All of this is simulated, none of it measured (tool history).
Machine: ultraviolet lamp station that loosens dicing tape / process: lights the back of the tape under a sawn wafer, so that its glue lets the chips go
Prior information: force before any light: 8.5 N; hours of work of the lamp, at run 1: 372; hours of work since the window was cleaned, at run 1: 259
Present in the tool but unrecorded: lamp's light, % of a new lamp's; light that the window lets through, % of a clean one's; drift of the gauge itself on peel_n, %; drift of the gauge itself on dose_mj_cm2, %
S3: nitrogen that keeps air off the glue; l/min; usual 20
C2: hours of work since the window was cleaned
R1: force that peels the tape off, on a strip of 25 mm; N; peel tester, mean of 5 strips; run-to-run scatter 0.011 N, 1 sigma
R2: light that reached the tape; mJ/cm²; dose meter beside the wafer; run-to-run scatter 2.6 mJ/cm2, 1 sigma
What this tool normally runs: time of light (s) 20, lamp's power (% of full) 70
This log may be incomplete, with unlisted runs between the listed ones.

Run 1, day 0.000: usual settings; hours of work of the lamp 372; C2 259. Result: R1 0.739 N, R2 267 mJ/cm².
At day 2.162: window cleaned of glue's vapour.
Run 2, day 3.492: usual settings; hours of work of the lamp 409; C2 14. Result: R1 0.682 N, R2 283 mJ/cm².
Run 3, day 7.075: usual settings but time of light (s) 23; hours of work of the lamp 447; C2 52. Result: R1 0.541 N, R2 318 mJ/cm².
Run 4, day 10.042: usual settings but time of light (s) 23; hours of work of the lamp 478; C2 83. Result: R1 0.577 N, R2 305 mJ/cm².
Run 5, day 13.650: usual settings but time of light (s) 10; hours of work of the lamp 516; C2 121. Result: R1 2.367 N, R2 129 mJ/cm².
Run 6, day 16.317: usual settings but S3 12 l/min; hours of work of the lamp 544; C2 149. Result: R1 1.191 N, R2 262 mJ/cm².
Run 7, day 17.904: usual settings; hours of work of the lamp 561; C2 166. Result: R1 0.848 N, R2 247 mJ/cm².
Run 8, day 20.938: usual settings but time of light (s) 18, lamp's power (% of full) 67, S3 8 l/min; hours of work of the lamp 593; C2 198. Result: R1 1.988 N, R2 208 mJ/cm².
Run 9, day 24.617: usual settings but time of light (s) 17, lamp's power (% of full) 71, S3 8 l/min; hours of work of the lamp 632; C2 237. Result: R1 2.054 N, R2 204 mJ/cm².
Run 10, day 26.271: usual settings but time of light (s) 31, S3 18 l/min; hours of work of the lamp 649; C2 254. Result: R1 0.466 N, R2 364 mJ/cm².
Run 11, day 27.950: usual settings but time of light (s) 38, S3 7 l/min; hours of work of the lamp 667; C2 272. Result: R1 0.610 N, R2 440 mJ/cm².
At day 28.721: window cleaned of glue's vapour.
Run 12, day 30.808: usual settings but time of light (s) 19, lamp's power (% of full) 73, S3 28 l/min; hours of work of the lamp 697; C2 22. Result: R1 0.672 N, R2 251 mJ/cm².

What will run 13 give?
Run 13, day 33.362: usual settings but time of light (s) 22, lamp's power (% of full) 64, S3 9 l/min; hours of work of the lamp 724; C2 49. Result: R1 ?, R2 ?.

Run 13 yielded R1 1.482 N, R2 250 mJ/cm².
Were there no unlogged condition in the tool, this run, its random variation unchanged, would have produced R1 0.892 N, R2 336 mJ/cm².
